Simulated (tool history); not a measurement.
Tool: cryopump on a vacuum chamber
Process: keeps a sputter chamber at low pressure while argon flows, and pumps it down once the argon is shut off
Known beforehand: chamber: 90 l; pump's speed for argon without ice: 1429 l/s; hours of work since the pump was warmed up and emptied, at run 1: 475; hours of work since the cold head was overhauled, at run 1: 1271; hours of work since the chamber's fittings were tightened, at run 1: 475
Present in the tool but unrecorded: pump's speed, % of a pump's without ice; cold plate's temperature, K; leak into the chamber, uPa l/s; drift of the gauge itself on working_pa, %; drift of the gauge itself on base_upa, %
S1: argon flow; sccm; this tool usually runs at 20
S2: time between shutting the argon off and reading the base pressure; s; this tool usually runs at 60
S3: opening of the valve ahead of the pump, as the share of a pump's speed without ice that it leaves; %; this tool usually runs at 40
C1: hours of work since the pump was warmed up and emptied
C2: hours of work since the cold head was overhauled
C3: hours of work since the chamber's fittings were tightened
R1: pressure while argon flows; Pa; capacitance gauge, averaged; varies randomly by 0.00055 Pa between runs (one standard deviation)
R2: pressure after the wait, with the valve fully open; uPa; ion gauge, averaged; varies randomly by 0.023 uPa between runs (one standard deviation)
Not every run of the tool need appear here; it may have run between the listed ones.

run    hour  S1   S2  S3   C1    C2    C3      R1    R2
  1     0.0  20   60  40  475  1271   475  0.0660  0.99
  2    44.4  20  281  40  512  1308   512  0.0657  0.62
  3   116.4  20   60  40  572  1368   572  0.0676  1.07
  4   165.4  20   60  40  613  1409   613  0.0666  1.12
  5   227.5  20   60  40  665  1461   665  0.0684  1.07
  6   296.3  20   60  40  723  1519   723  0.0689  1.25
  7   328.2  20   60  40  749  1546   749  0.0712  1.23
  8   360.3  20   60  40  776  1572   776  0.0706  1.28
      371.0  -- pump warmed up, emptied and cooled again
  9   425.2  20  118  40   45  1622   826  0.0596  0.84
 10   496.1  20   60  55  105  1682   886  0.0439  1.10
 11   571.2  20  121  40  168  1745   949  0.0619  0.90
 12   605.2  20  121  40  196  1773   977  0.0616  0.90
 13   676.1  20  121  40  255  1832  1036  0.0634  0.94
 14   723.9  20  121  40  295  1873  1076  0.0643  0.91
 15   769.4  20  250  40  333  1911  1115  0.0639  0.86
 16   804.4  20  250  40  363  1940  1144  0.0645  0.91
 17   852.0  20  250  40  403  1980  1184  0.0656  0.92
 18   901.5  20  250  40  444  2021  1225  0.0656  0.95
 19   948.7  30   22  42  483  2061  1265  0.0950  2.28
 20   979.8  30   22  42  510  2087  1291  0.0948  2.24
 21  1021.4  30   22  42  544  2121  1325  0.0958  2.30
 22  1058.5  30   22  42  575  2153  1357  0.0957  2.27
 23  1131.4  15   35  42  636  2214  1417  0.0482  1.90
 24  1189.8  11  101  57  685  2262  1466  0.0282  1.36
 25  1240.8  22  221  26  728  2305  1509  0.1109  1.27
 26  1277.7  26  149  40  759  2336  1540  0.0907  1.39
     1308.2  -- pump warmed up, emptied and cooled again
 27  1318.8  14  273  39    9  2366  1570  0.0433  0.99
 28  1390.6  14  273  39   69  2426  1630  0.0432  1.01
 29  1445.6  23   23  41  115  2472  1676  0.0687  2.27
 30  1477.0  23   23  41  141  2499  1703  0.0693  2.23
 31  1552.1  23  154  41  204  2561  1765  0.0711  1.18
 32  1603.3  20   60  16  247  2604  1808  0.1516  1.55
 33  1675.7  12  199  41  308  2665  1869  0.0372  1.24

Here are 5 independent what-if runs from the current tool condition. What would each one return?
  A  1708.4   9   25  20  335  2692  1896   ?   ?
  B  1708.4   9   85  26  335  2692  1896   ?   ?
  C  1708.4  13   60  40  335  2692  1896   ?   ?
  D  1708.4  20   34  40  335  2692  1896   ?   ?
  E  1708.4  19  246  16  335  2692  1896   ?   ?

run      R1    R2
  A  0.0560  2.35
  B  0.0426  1.50
  C  0.0412  1.64
  D  0.0636  1.96
  E  0.1450  1.20
With no hidden state in the tool, these same runs would have given:
run      R1    R2
  A  0.0539  1.44
  B  0.0406  0.57
  C  0.0382  0.73
  D  0.0590  1.07
  E  0.1406  0.32
